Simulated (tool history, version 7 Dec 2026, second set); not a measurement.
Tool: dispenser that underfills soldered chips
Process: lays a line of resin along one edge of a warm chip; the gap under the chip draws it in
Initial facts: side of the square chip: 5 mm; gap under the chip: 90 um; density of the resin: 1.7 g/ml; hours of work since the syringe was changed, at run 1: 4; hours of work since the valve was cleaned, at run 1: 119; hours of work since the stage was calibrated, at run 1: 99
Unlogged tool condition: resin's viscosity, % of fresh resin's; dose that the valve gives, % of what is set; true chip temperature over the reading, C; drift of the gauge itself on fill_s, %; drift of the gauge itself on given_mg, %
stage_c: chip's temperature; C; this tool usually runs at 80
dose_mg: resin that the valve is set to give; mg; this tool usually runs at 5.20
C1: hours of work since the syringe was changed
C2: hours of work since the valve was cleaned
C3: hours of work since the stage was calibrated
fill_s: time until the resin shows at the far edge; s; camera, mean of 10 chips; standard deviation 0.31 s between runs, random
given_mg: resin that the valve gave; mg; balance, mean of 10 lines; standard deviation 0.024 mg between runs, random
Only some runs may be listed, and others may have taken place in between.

run 1 day=0.000 | stage_c=80 dose_mg=5.20 | C1=4 C2=119 C3=99 | fill_s=8.9 given_mg=4.99
-- day=0.058 dispensing valve cleaned and set on the balance
-- day=0.208 new syringe of resin
run 2 day=0.242 | stage_c=80 dose_mg=5.20 | C1=1 C2=3 C3=102 | fill_s=7.1 given_mg=5.26
run 3 day=0.483 | stage_c=80 dose_mg=5.20 | C1=5 C2=7 C3=106 | fill_s=8.5 given_mg=5.18
-- day=0.579 new syringe of resin
run 4 day=0.667 | stage_c=80 dose_mg=5.20 | C1=2 C2=10 C3=109 | fill_s=7.4 given_mg=5.15
run 5 day=0.788 | stage_c=80 dose_mg=5.20 | C1=4 C2=13 C3=111 | fill_s=8.6 given_mg=5.20
-- day=0.954 new syringe of resin
run 6 day=0.971 | stage_c=80 dose_mg=5.20 | C1=0 C2=16 C3=114 | fill_s=6.8 given_mg=5.15
run 7 day=1.242 | stage_c=80 dose_mg=5.20 | C1=5 C2=20 C3=119 | fill_s=9.2 given_mg=5.15
-- day=1.312 new syringe of resin
run 8 day=1.462 | stage_c=80 dose_mg=4.55 | C1=3 C2=24 C3=123 | fill_s=8.2 given_mg=4.51
-- day=1.675 new syringe of resin
run 9 day=1.733 | stage_c=89 dose_mg=4.92 | C1=1 C2=29 C3=128 | fill_s=5.3 given_mg=4.89
run 10 day=1.958 | stage_c=94 dose_mg=4.67 | C1=5 C2=33 C3=132 | fill_s=4.5 given_mg=4.64
-- day=2.038 new syringe of resin
run 11 day=2.121 | stage_c=78 dose_mg=5.67 | C1=1 C2=35 C3=134 | fill_s=7.7 given_mg=5.58
run 12 day=2.254 | stage_c=78 dose_mg=5.67 | C1=4 C2=38 C3=137 | fill_s=9.1 given_mg=5.56
-- day=2.396 new syringe of resin
run 13 day=2.542 | stage_c=72 dose_mg=6.39 | C1=3 C2=43 C3=142 | fill_s=11.4 given_mg=6.27
-- day=2.758 new syringe of resin
run 14 day=2.762 | stage_c=71 dose_mg=5.20 | C1=0 C2=46 C3=145 | fill_s=10.1 given_mg=5.14
run 15 day=2.983 | stage_c=71 dose_mg=5.20 | C1=4 C2=50 C3=149 | fill_s=13.6 given_mg=5.11

Forecast each of these 4 alternatives for the next run:
-- day=3.117 new syringe of resin
run A day=3.117 | stage_c=80 dose_mg=6.66 | C1=0 C2=53 C3=151 | fill_s=? given_mg=?
-- day=3.117 new syringe of resin
run B day=3.117 | stage_c=67 dose_mg=5.01 | C1=0 C2=53 C3=151 | fill_s=? given_mg=?
-- day=3.117 new syringe of resin
run C day=3.117 | stage_c=70 dose_mg=5.94 | C1=0 C2=53 C3=151 | fill_s=? given_mg=?
-- day=3.117 new syringe of resin
run D day=3.117 | stage_c=72 dose_mg=6.31 | C1=0 C2=53 C3=151 | fill_s=? given_mg=?

run=A fill_s=6.0 given_mg=6.55
run=B fill_s=11.9 given_mg=4.96
run=C fill_s=9.6 given_mg=5.86
run=D fill_s=9.0 given_mg=6.19
Take away the tool's hidden state, keep each run's random variation, and the runs would have read:
run=A fill_s=6.2 given_mg=6.67
run=B fill_s=12.2 given_mg=5.05
run=C fill_s=9.9 given_mg=5.96
run=D fill_s=9.3 given_mg=6.30

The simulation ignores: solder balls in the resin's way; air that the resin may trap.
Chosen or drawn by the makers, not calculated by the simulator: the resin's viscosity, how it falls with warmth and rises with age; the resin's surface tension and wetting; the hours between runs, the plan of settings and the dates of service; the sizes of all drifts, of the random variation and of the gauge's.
